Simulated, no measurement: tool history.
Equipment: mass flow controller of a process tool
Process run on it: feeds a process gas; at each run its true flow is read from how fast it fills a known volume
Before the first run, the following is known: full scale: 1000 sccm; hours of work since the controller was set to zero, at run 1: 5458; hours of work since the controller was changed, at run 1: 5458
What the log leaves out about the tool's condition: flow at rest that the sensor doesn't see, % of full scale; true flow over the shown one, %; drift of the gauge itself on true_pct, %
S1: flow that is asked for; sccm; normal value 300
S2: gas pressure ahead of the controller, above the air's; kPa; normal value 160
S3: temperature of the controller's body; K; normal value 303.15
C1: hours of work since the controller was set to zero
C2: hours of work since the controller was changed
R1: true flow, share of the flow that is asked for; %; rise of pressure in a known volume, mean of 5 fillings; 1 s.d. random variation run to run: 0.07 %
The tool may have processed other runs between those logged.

run     day   S1   S2      S3    C1    C2      R1
  1       0  300  160  303.15  5458  5458   97.59
  2  15.767  300  160  303.15  5703  5703   97.63
  3    33.5  953  160  303.15  5978  5978  100.34
  4  45.421  953  160  303.15  6163  6163  100.36
  5  57.004  300  160  309.15  6343  6343   97.42
  6  65.162  300  160  309.15  6469  6469   97.36
     66.008  -- controller's zero set anew
  7  75.179  300  245  295.15   142  6624   98.33
  8  84.642  300  245  295.15   289  6771   98.28
  9  94.675  300  198  303.15   445  6927   97.61

Run 10, settings as shown, results not yet in. Your forecast:
 10  111.792  167  229  304.15  710  7192   ?

R1: 95.38 %
With no hidden state in the tool, this same run would have given R1 98.29 %.
